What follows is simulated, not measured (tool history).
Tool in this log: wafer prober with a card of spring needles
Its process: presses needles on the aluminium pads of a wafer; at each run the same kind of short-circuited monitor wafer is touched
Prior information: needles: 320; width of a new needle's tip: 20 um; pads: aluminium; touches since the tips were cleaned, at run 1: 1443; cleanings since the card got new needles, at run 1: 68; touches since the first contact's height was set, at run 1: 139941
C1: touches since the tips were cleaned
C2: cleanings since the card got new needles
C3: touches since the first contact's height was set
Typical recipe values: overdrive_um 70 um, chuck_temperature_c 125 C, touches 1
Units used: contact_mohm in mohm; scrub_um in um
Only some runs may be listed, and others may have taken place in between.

Run 1, hour 0.0: usual settings; C1 1443; C2 68; C3 139941. Result: contact_mohm 293 mohm, scrub_um 10.26 um.
At hour 14.0: tips cleaned on abrasive film.
Run 2, hour 24.7: usual settings; C1 3611; C2 69; C3 148245. Result: contact_mohm 308 mohm, scrub_um 10.22 um.
At hour 31.7: tips cleaned on abrasive film.
At hour 50.0: tips cleaned on abrasive film.
At hour 50.3: height of the first contact set anew.
Run 3, hour 59.3: usual settings but touches 3; C1 3059; C2 71; C3 3059. Result: contact_mohm 280 mohm, scrub_um 10.59 um.
At hour 71.2: tips cleaned on abrasive film.
At hour 90.9: tips cleaned on abrasive film.
Run 4, hour 102.0: usual settings but touches 3; C1 3728; C2 73; C3 17404. Result: contact_mohm 279 mohm, scrub_um 10.53 um.
At hour 108.9: tips cleaned on abrasive film.
At hour 126.1: tips cleaned on abrasive film.
At hour 144.2: tips cleaned on abrasive film.
Run 5, hour 144.2: usual settings; C1 0; C2 76; C3 31563. Result: contact_mohm 272 mohm, scrub_um 10.50 um.
At hour 161.4: tips cleaned on abrasive film.
At hour 181.5: tips cleaned on abrasive film.
Run 6, hour 194.7: usual settings; C1 4474; C2 78; C3 48578. Result: contact_mohm 314 mohm, scrub_um 10.46 um.
At hour 201.7: tips cleaned on abrasive film.
At hour 222.3: tips cleaned on abrasive film.
At hour 240.5: tips cleaned on abrasive film.
Run 7, hour 254.7: usual settings but touches 2; C1 4793; C2 81; C3 68754. Result: contact_mohm 294 mohm, scrub_um 10.36 um.
At hour 259.0: tips cleaned on abrasive film.
At hour 279.0: tips cleaned on abrasive film.
At hour 298.3: tips cleaned on abrasive film.
Run 8, hour 309.5: usual settings but touches 2; C1 3811; C2 84; C3 87192. Result: contact_mohm 299 mohm, scrub_um 10.38 um.
At hour 315.9: tips cleaned on abrasive film.
At hour 333.8: tips cleaned on abrasive film.
At hour 353.0: tips cleaned on abrasive film.
Run 9, hour 356.4: usual settings but overdrive_um 59 um, chuck_temperature_c 97 C, touches 2; C1 1152; C2 87; C3 102936. Result: contact_mohm 279 mohm, scrub_um 8.65 um.

What will run 10 give?
At hour 370.4: tips cleaned on abrasive film.
At hour 389.1: tips cleaned on abrasive film.
Run 10, hour 389.1: usual settings but overdrive_um 51 um; C1 0; C2 89; C3 113921. Result: contact_mohm ?, scrub_um ?.

contact_mohm: 282 mohm
scrub_um: 7.44 um
Were there no unlogged condition in the tool, this run, its random variation unchanged, would have produced contact_mohm 270 mohm, scrub_um 7.70 um.

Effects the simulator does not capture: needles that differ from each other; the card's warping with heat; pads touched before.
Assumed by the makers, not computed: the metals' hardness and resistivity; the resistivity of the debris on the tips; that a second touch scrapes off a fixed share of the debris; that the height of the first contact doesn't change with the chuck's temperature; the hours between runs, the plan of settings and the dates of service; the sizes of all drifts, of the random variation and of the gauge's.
